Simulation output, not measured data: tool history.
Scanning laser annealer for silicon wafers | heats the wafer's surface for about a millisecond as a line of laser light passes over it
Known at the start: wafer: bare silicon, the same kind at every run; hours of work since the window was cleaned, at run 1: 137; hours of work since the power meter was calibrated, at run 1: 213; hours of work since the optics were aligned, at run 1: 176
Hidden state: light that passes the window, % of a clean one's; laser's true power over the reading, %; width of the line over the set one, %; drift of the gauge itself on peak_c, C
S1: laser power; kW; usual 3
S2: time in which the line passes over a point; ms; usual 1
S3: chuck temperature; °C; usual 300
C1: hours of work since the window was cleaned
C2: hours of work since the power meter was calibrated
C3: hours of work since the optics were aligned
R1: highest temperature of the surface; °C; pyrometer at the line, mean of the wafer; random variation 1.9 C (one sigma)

run,hour,S1,S2,S3,C1,C2,C3,R1
1,0,3,1,300,137,213,176,1115
2,6.1,3,1,300,141,218,181,1116
3,19.1,2.561,1,300,151,228,191,965
4,33.9,2.561,1,300,162,239,202,964
5,47,3,1,272,172,249,212,1083
6,58.8,3,1,272,181,258,221,1085
7,72.2,3,1,272,191,268,231,1085
8,79.3,3,1,272,197,273,236,1085
9,88.4,3,1,272,204,280,243,1085
10,102.6,3.216,1,338,214,291,254,1221
11,110.1,3.216,1,338,220,297,260,1224
12,121.3,3,1.21,307,229,305,268,1192

Forecast run 13:
13,130.1,2.658,1.07,271,235,312,275,?

Run 13 gave R1 983 °C.
Without the tool's hidden state the same run would have given R1 1006 °C.
